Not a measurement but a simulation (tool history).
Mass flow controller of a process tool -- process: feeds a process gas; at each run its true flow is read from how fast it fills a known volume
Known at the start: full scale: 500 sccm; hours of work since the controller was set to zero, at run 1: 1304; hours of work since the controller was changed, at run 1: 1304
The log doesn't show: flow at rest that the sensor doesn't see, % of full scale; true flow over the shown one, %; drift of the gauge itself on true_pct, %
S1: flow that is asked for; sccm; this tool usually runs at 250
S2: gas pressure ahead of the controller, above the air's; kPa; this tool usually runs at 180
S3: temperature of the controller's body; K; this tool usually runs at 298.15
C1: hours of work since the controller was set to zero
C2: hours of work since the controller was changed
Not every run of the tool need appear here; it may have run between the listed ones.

Run 1, hour 0.0: usual settings; C1 1304; C2 1304. Result: true flow (%) 99.06.
Run 2, hour 187.5: usual settings; C1 1409; C2 1409. Result: true flow (%) 98.92.
Run 3, hour 362.7: usual settings; C1 1507; C2 1507. Result: true flow (%) 98.84.
Run 4, hour 563.8: usual settings; C1 1620; C2 1620. Result: true flow (%) 98.80.
Run 5, hour 649.6: usual settings; C1 1668; C2 1668. Result: true flow (%) 98.72.
Run 6, hour 735.1: usual settings; C1 1716; C2 1716. Result: true flow (%) 98.56.
Run 7, hour 863.2: usual settings but S1 56 sccm; C1 1788; C2 1788. Result: true flow (%) 97.78.
Run 8, hour 1009.3: usual settings; C1 1870; C2 1870. Result: true flow (%) 98.41.
Run 9, hour 1101.3: usual settings but S3 311.15 K; C1 1922; C2 1922. Result: true flow (%) 97.41.
Run 10, hour 1235.4: usual settings but S1 341 sccm; C1 1997; C2 1997. Result: true flow (%) 98.71.
Run 11, hour 1337.0: usual settings but S1 90 sccm; C1 2054; C2 2054. Result: true flow (%) 97.76.
Run 12, hour 1439.7: usual settings but S1 90 sccm; C1 2112; C2 2112. Result: true flow (%) 97.62.
Run 13, hour 1603.9: usual settings but S1 90 sccm; C1 2204; C2 2204. Result: true flow (%) 97.55.
Run 14, hour 1694.2: usual settings but S1 90 sccm; C1 2255; C2 2255. Result: true flow (%) 97.57.
Run 15, hour 1825.0: usual settings but S1 90 sccm; C1 2328; C2 2328. Result: true flow (%) 97.49.
Run 16, hour 2014.4: usual settings but S3 305.15 K; C1 2434; C2 2434. Result: true flow (%) 97.45.
Run 17, hour 2120.1: usual settings but S1 73 sccm; C1 2494; C2 2494. Result: true flow (%) 97.21.
Run 18, hour 2203.3: usual settings; C1 2540; C2 2540. Result: true flow (%) 97.82.
Run 19, hour 2391.5: usual settings but S2 234 kPa; C1 2646; C2 2646. Result: true flow (%) 97.56.
Run 20, hour 2522.9: usual settings but S2 234 kPa; C1 2720; C2 2720. Result: true flow (%) 97.53.
Run 21, hour 2622.9: usual settings but S2 234 kPa; C1 2776; C2 2776. Result: true flow (%) 97.50.
Run 22, hour 2751.7: usual settings but S2 234 kPa; C1 2848; C2 2848. Result: true flow (%) 97.46.
Run 23, hour 2933.3: usual settings but S3 312.15 K; C1 2950; C2 2950. Result: true flow (%) 96.25.
Run 24, hour 3044.1: usual settings but S1 70 sccm, S2 214 kPa, S3 303.15 K; C1 3012; C2 3012. Result: true flow (%) 96.10.
Run 25, hour 3199.4: usual settings but S1 70 sccm, S2 214 kPa, S3 303.15 K; C1 3099; C2 3099. Result: true flow (%) 96.14.
Run 26, hour 3329.9: usual settings but S1 70 sccm, S2 214 kPa, S3 303.15 K; C1 3173; C2 3173. Result: true flow (%) 95.96.
Run 27, hour 3426.1: usual settings but S2 204 kPa; C1 3227; C2 3227. Result: true flow (%) 97.04.
Run 28, hour 3580.6: usual settings but S1 144 sccm, S2 188 kPa; C1 3313; C2 3313. Result: true flow (%) 96.50.
Run 29, hour 3774.7: usual settings but S1 144 sccm, S2 188 kPa, S3 296.15 K; C1 3422; C2 3422. Result: true flow (%) 96.64.
Run 30, hour 3899.0: usual settings but S2 234 kPa, S3 304.15 K; C1 3492; C2 3492. Result: true flow (%) 96.19.
Run 31, hour 4002.5: usual settings but S2 234 kPa, S3 304.15 K; C1 3550; C2 3550. Result: true flow (%) 96.16.
Run 32, hour 4195.4: usual settings but S2 204 kPa, S3 307.15 K; C1 3658; C2 3658. Result: true flow (%) 95.94.
Run 33, hour 4353.4: usual settings but S3 297.15 K; C1 3747; C2 3747. Result: true flow (%) 96.59.
Run 34, hour 4485.5: usual settings but S1 428 sccm, S2 143 kPa, S3 297.15 K; C1 3821; C2 3821. Result: true flow (%) 97.29.
Run 35, hour 4568.0: usual settings but S1 428 sccm, S2 143 kPa, S3 297.15 K; C1 3867; C2 3867. Result: true flow (%) 97.29.
Run 36, hour 4688.7: usual settings but S1 428 sccm, S2 143 kPa, S3 297.15 K; C1 3935; C2 3935. Result: true flow (%) 97.17.
At hour 4802.3: gauge calibrated.
Run 37, hour 4861.9: usual settings but S1 185 sccm, S2 200 kPa, S3 296.15 K; C1 4032; C2 4032. Result: true flow (%) 98.83.
Run 38, hour 4974.2: usual settings but S1 185 sccm, S2 200 kPa, S3 296.15 K; C1 4095; C2 4095. Result: true flow (%) 98.79.
Run 39, hour 5114.6: usual settings but S1 185 sccm, S2 200 kPa, S3 296.15 K; C1 4174; C2 4174. Result: true flow (%) 98.75.
Run 40, hour 5299.9: usual settings but S1 70 sccm, S3 294.15 K; C1 4278; C2 4278. Result: true flow (%) 98.38.
Run 41, hour 5457.2: usual settings but S1 120 sccm, S2 256 kPa, S3 303.15 K; C1 4366; C2 4366. Result: true flow (%) 97.60.
Run 42, hour 5629.4: usual settings but S1 120 sccm, S2 256 kPa, S3 303.15 K; C1 4463; C2 4463. Result: true flow (%) 97.49.

Consider 3 possible next runs. They are alternatives, not a sequence: every one starts from the tool as it was left by run 42. What does each give?
Run A, hour 5717.7: usual settings but S3 312.15 K; C1 4513; C2 4513. Result: true flow (%) ?.
Run B, hour 5717.7: usual settings but S3 309.15 K; C1 4513; C2 4513. Result: true flow (%) ?.
Run C, hour 5717.7: usual settings but S1 440 sccm, S2 256 kPa, S3 303.15 K; C1 4513; C2 4513. Result: true flow (%) ?.

run  true flow (%)
  A          97.52
  B          97.66
  C          98.71
Had the tool no hidden state, the same runs would have come out as:
run  true flow (%)
  A          98.05
  B          98.19
  C          99.24
